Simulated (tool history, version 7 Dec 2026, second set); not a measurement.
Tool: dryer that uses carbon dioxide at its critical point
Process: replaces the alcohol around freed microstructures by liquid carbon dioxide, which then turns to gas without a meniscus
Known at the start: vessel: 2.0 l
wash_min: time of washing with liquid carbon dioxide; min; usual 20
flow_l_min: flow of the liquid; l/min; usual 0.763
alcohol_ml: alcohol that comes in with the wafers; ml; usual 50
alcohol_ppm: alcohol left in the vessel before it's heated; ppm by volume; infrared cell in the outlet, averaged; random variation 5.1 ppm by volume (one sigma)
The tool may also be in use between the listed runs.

{"run": 1, "hour": 0.0, "wash_min": 20, "flow_l_min": 0.763, "alcohol_ml": 50, "alcohol_ppm": 200}
{"run": 2, "hour": 12.1, "wash_min": 20, "flow_l_min": 0.763, "alcohol_ml": 50, "alcohol_ppm": 190}
{"run": 3, "hour": 27.1, "wash_min": 20, "flow_l_min": 0.887, "alcohol_ml": 50, "alcohol_ppm": 153}
{"run": 4, "hour": 39.0, "wash_min": 20, "flow_l_min": 0.887, "alcohol_ml": 50, "alcohol_ppm": 147}
{"run": 5, "hour": 52.6, "wash_min": 20, "flow_l_min": 0.887, "alcohol_ml": 50, "alcohol_ppm": 142}
{"run": 6, "hour": 62.0, "wash_min": 17, "flow_l_min": 0.763, "alcohol_ml": 50, "alcohol_ppm": 318}
{"run": 7, "hour": 70.2, "wash_min": 17, "flow_l_min": 0.567, "alcohol_ml": 50, "alcohol_ppm": 860}
{"run": 8, "hour": 85.9, "wash_min": 17, "flow_l_min": 0.567, "alcohol_ml": 50, "alcohol_ppm": 887}
{"run": 9, "hour": 95.4, "wash_min": 17, "flow_l_min": 0.567, "alcohol_ml": 50, "alcohol_ppm": 881}
{"run": 10, "hour": 109.8, "wash_min": 17, "flow_l_min": 0.974, "alcohol_ml": 50, "alcohol_ppm": 187}
{"run": 11, "hour": 125.0, "wash_min": 17, "flow_l_min": 0.974, "alcohol_ml": 50, "alcohol_ppm": 191}
{"run": 12, "hour": 137.9, "wash_min": 20, "flow_l_min": 0.733, "alcohol_ml": 50, "alcohol_ppm": 265}
{"run": 13, "hour": 152.5, "wash_min": 20, "flow_l_min": 0.733, "alcohol_ml": 50, "alcohol_ppm": 261}
{"run": 14, "hour": 166.6, "wash_min": 27, "flow_l_min": 0.733, "alcohol_ml": 57, "alcohol_ppm": 167}
{"run": 15, "hour": 181.7, "wash_min": 27, "flow_l_min": 0.733, "alcohol_ml": 57, "alcohol_ppm": 163}
{"run": 16, "hour": 195.1, "wash_min": 27, "flow_l_min": 0.995, "alcohol_ml": 29, "alcohol_ppm": 144}
{"run": 17, "hour": 210.0, "wash_min": 13, "flow_l_min": 1.172, "alcohol_ml": 102, "alcohol_ppm": 299}
{"run": 18, "hour": 225.5, "wash_min": 13, "flow_l_min": 0.992, "alcohol_ml": 33, "alcohol_ppm": 291}
{"run": 19, "hour": 239.0, "wash_min": 13, "flow_l_min": 0.992, "alcohol_ml": 33, "alcohol_ppm": 311}
{"run": 20, "hour": 248.0, "wash_min": 22, "flow_l_min": 0.882, "alcohol_ml": 95, "alcohol_ppm": 199}
{"hour": 254.1, "done": "inlet filter changed"}
{"run": 21, "hour": 262.7, "wash_min": 21, "flow_l_min": 0.763, "alcohol_ml": 50, "alcohol_ppm": 210}
{"run": 22, "hour": 269.5, "wash_min": 15, "flow_l_min": 0.763, "alcohol_ml": 50, "alcohol_ppm": 438}
{"run": 23, "hour": 283.5, "wash_min": 14, "flow_l_min": 0.476, "alcohol_ml": 50, "alcohol_ppm": 2149}
{"run": 24, "hour": 297.6, "wash_min": 14, "flow_l_min": 0.476, "alcohol_ml": 50, "alcohol_ppm": 2130}
{"run": 25, "hour": 311.1, "wash_min": 29, "flow_l_min": 0.476, "alcohol_ml": 113, "alcohol_ppm": 480}

5 ways to go on from here, each from the tool as it stands after run 25. What would each give?
{"run": "A", "hour": 323.5, "wash_min": 17, "flow_l_min": 0.715, "alcohol_ml": 52, "alcohol_ppm": "?"}
{"run": "B", "hour": 323.5, "wash_min": 20, "flow_l_min": 0.483, "alcohol_ml": 24, "alcohol_ppm": "?"}
{"run": "C", "hour": 323.5, "wash_min": 25, "flow_l_min": 1.262, "alcohol_ml": 113, "alcohol_ppm": "?"}
{"run": "D", "hour": 323.5, "wash_min": 31, "flow_l_min": 0.745, "alcohol_ml": 79, "alcohol_ppm": "?"}
{"run": "E", "hour": 323.5, "wash_min": 14, "flow_l_min": 0.529, "alcohol_ml": 50, "alcohol_ppm": "?"}

run=A alcohol_ppm=415
run=B alcohol_ppm=487
run=C alcohol_ppm=167
run=D alcohol_ppm=175
run=E alcohol_ppm=1685
Without the tool's hidden state the same runs would have given:
run=A alcohol_ppm=227
run=B alcohol_ppm=303
run=C alcohol_ppm=2
run=D alcohol_ppm=4
run=E alcohol_ppm=1446
